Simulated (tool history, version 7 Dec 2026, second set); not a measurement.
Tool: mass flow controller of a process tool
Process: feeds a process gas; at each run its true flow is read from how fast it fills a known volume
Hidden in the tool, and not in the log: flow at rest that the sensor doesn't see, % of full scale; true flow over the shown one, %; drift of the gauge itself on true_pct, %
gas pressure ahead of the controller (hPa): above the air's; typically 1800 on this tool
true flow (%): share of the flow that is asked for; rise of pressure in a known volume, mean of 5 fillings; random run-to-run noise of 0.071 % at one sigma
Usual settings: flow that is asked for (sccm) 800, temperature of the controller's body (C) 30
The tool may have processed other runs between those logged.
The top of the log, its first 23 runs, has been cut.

run,hour,flow that is asked for (sccm),gas pressure ahead of the controller (hPa),temperature of the controller's body (C),hours of work since the controller was set to zero,hours of work since the controller was changed,true flow (%)
24,1638.8,535,2390,30,1010,1010,99.54
25,1682.7,535,2390,30,1031,1031,99.54
26,1781.7,535,2390,30,1079,1079,99.56
27,1843.1,535,2390,30,1109,1109,99.59
28,1922.3,800,2370,36,1147,1147,100.19
29,1973.2,800,2350,38,1172,1172,100.34
30,2026.1,111,1960,25,1198,1198,98.79
31,2091.6,111,1960,25,1230,1230,98.9
32,2137.2,111,1960,25,1252,1252,98.86
33,2219.6,800,1800,27,1292,1292,100.02
34,2274.6,777,1800,25,1319,1319,99.78

Alternative continuations, all from the tool just after run 34; predict every row:
A,2339.2,800,2140,30,1350,1350,?
B,2339.2,733,1800,28,1350,1350,?
C,2339.2,381,2460,25,1350,1350,?

run,true flow (%)
A,100.01
B,99.77
C,99.1
Take away the tool's hidden state, keep each run's random variation, and the runs would have read:
run,true flow (%)
A,100.01
B,99.77
C,99.09
